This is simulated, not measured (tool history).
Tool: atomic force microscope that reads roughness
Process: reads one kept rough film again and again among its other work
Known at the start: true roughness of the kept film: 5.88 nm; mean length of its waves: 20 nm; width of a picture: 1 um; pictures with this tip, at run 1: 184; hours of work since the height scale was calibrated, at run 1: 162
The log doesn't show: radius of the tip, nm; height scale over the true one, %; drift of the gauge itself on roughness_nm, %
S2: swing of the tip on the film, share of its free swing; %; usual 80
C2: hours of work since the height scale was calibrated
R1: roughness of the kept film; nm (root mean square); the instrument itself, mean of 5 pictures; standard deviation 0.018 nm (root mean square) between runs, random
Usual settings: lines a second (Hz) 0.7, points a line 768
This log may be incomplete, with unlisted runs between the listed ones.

run 1 hour=0 | lines_a_second_(Hz)=0.7 S2=80 points_a_line=768 | pictures_with_this_tip=184 C2=162 | R1=3.685
run 2 hour=8 | lines_a_second_(Hz)=0.7 S2=55 points_a_line=768 | pictures_with_this_tip=193 C2=167 | R1=3.785
run 3 hour=13.9 | lines_a_second_(Hz)=0.7 S2=55 points_a_line=768 | pictures_with_this_tip=200 C2=170 | R1=3.766
run 4 hour=25.4 | lines_a_second_(Hz)=0.7 S2=80 points_a_line=351 | pictures_with_this_tip=213 C2=176 | R1=3.556
run 5 hour=35.1 | lines_a_second_(Hz)=1.64 S2=80 points_a_line=768 | pictures_with_this_tip=224 C2=182 | R1=3.383
run 6 hour=40.2 | lines_a_second_(Hz)=1.64 S2=80 points_a_line=768 | pictures_with_this_tip=230 C2=184 | R1=3.375
run 7 hour=48.1 | lines_a_second_(Hz)=1.64 S2=80 points_a_line=768 | pictures_with_this_tip=238 C2=189 | R1=3.362
run 8 hour=59.8 | lines_a_second_(Hz)=1.64 S2=80 points_a_line=768 | pictures_with_this_tip=252 C2=195 | R1=3.315
run 9 hour=67.1 | lines_a_second_(Hz)=0.7 S2=80 points_a_line=768 | pictures_with_this_tip=260 C2=199 | R1=3.512
-- hour=73.3 new tip fitted
run 10 hour=79.3 | lines_a_second_(Hz)=0.7 S2=80 points_a_line=768 | pictures_with_this_tip=7 C2=206 | R1=4.329
run 11 hour=85.4 | lines_a_second_(Hz)=0.7 S2=80 points_a_line=768 | pictures_with_this_tip=14 C2=209 | R1=4.264
run 12 hour=91.6 | lines_a_second_(Hz)=0.7 S2=72 points_a_line=768 | pictures_with_this_tip=21 C2=212 | R1=4.27
run 13 hour=100.8 | lines_a_second_(Hz)=0.7 S2=72 points_a_line=768 | pictures_with_this_tip=31 C2=217 | R1=4.265
run 14 hour=109.2 | lines_a_second_(Hz)=0.7 S2=72 points_a_line=768 | pictures_with_this_tip=41 C2=222 | R1=4.22
run 15 hour=119.6 | lines_a_second_(Hz)=0.7 S2=83 points_a_line=768 | pictures_with_this_tip=53 C2=228 | R1=4.131
run 16 hour=126.5 | lines_a_second_(Hz)=2.518 S2=80 points_a_line=482 | pictures_with_this_tip=60 C2=232 | R1=3.67
run 17 hour=131.5 | lines_a_second_(Hz)=1.747 S2=72 points_a_line=675 | pictures_with_this_tip=66 C2=234 | R1=3.964
run 18 hour=138.6 | lines_a_second_(Hz)=2.556 S2=64 points_a_line=474 | pictures_with_this_tip=74 C2=238 | R1=3.965
run 19 hour=147.7 | lines_a_second_(Hz)=1.317 S2=75 points_a_line=799 | pictures_with_this_tip=84 C2=243 | R1=3.94
run 20 hour=154.2 | lines_a_second_(Hz)=1.322 S2=79 points_a_line=403 | pictures_with_this_tip=92 C2=247 | R1=3.829
run 21 hour=165.9 | lines_a_second_(Hz)=1.322 S2=79 points_a_line=403 | pictures_with_this_tip=105 C2=253 | R1=3.8
run 22 hour=171 | lines_a_second_(Hz)=1.233 S2=79 points_a_line=403 | pictures_with_this_tip=111 C2=256 | R1=3.778
run 23 hour=179.4 | lines_a_second_(Hz)=1.503 S2=55 points_a_line=403 | pictures_with_this_tip=120 C2=261 | R1=3.965
run 24 hour=187.4 | lines_a_second_(Hz)=2.029 S2=73 points_a_line=559 | pictures_with_this_tip=129 C2=265 | R1=3.738
run 25 hour=197.2 | lines_a_second_(Hz)=0.7 S2=60 points_a_line=768 | pictures_with_this_tip=140 C2=270 | R1=3.962

4 options for the next run, each taken on its own from the tool as it stands now. Forecast them:
run A hour=207.1 | lines_a_second_(Hz)=0.7 S2=67 points_a_line=566 | pictures_with_this_tip=151 C2=276 | R1=?
run B hour=207.1 | lines_a_second_(Hz)=1.299 S2=80 points_a_line=768 | pictures_with_this_tip=151 C2=276 | R1=?
run C hour=207.1 | lines_a_second_(Hz)=2.905 S2=60 points_a_line=792 | pictures_with_this_tip=151 C2=276 | R1=?
run D hour=207.1 | lines_a_second_(Hz)=1.099 S2=80 points_a_line=665 | pictures_with_this_tip=151 C2=276 | R1=?

run=A R1=3.884
run=B R1=3.668
run=C R1=3.779
run=D R1=3.716
Had the tool no hidden state, the same runs would have come out as:
run=A R1=4.407
run=B R1=4.162
run=C R1=4.288
run=D R1=4.216

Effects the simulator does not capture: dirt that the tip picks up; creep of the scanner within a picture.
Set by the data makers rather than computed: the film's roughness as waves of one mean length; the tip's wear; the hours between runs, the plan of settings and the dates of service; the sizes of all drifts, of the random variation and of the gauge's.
